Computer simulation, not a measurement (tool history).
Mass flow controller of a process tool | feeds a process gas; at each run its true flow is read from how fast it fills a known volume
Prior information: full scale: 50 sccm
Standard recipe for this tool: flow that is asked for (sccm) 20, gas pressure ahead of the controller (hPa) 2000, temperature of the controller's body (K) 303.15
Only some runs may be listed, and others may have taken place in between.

run,hour,flow that is asked for (sccm),gas pressure ahead of the controller (hPa),temperature of the controller's body (K),true flow (%)
1,0,20,2000,303.15,97.74
2,144.5,20,2000,312.15,97
3,284.5,5,2000,303.15,96.83
4,430.9,5,2000,303.15,96.85
5,573.7,20,2000,303.15,97.8
6,663.6,20,2000,303.15,97.89
7,814.6,20,2000,303.15,97.78
8,969,20,2000,300.15,98.14
9,1101.8,20,2000,300.15,98.12
10,1191.8,20,2000,300.15,98.22
11,1335.2,20,2000,303.15,97.85
12,1420.2,20,2000,303.15,97.94
13,1529.6,20,2000,303.15,97.82
14,1603.3,20,2000,303.15,97.84
15,1711.3,20,2000,302.15,97.88
16,1827.3,20,2000,303.15,97.75
17,1896.9,20,2540,303.15,97.32
18,1999.6,20,2000,303.15,97.84
19,2113.5,20,2000,303.15,97.79
20,2182.3,20,2000,301.15,98.07
21,2325.9,20,2000,301.15,97.95
22,2456.5,28,2000,303.15,98.4
23,2534,28,2000,303.15,98.15
24,2684.9,28,2000,303.15,98.29
25,2754.3,33,2000,299.15,98.95
26,2872.2,20,2620,297.15,97.97
# hour 2949.2: controller's zero set anew
27,3028,20,2620,297.15,97.96
28,3097.3,20,1780,303.15,98.02
29,3220.8,20,1420,303.15,98.25
30,3348.1,23,2000,295.15,98.74
31,3492,23,2000,295.15,98.81
32,3635.2,23,2000,295.15,98.72
33,3792.3,6,2000,301.15,97.15
34,3864.2,12,2280,310.15,96.38
35,3994.2,12,2280,310.15,96.53
36,4068.1,8,1850,295.15,97.9
37,4150.9,8,1850,295.15,98
38,4216.5,8,1850,300.15,97.56
39,4295.9,20,1620,311.15,97.22
40,4448.5,21,2200,311.15,97.04
41,4515.5,20,2000,302.15,97.89
42,4669.2,8,1910,295.15,98.12
43,4803.3,5,1470,303.15,97.43
44,4912.7,31,2470,303.15,98.16
45,5031.7,27,1520,303.15,98.78
46,5183.6,20,2000,294.15,98.64

What does the tool deliver on the next run?
47,5266.1,20,2000,294.15,?

{"run 47": {"true flow (%)": 98.69}}
The same run, on a tool lacking any hidden state, would have yielded true flow (%) 98.69.

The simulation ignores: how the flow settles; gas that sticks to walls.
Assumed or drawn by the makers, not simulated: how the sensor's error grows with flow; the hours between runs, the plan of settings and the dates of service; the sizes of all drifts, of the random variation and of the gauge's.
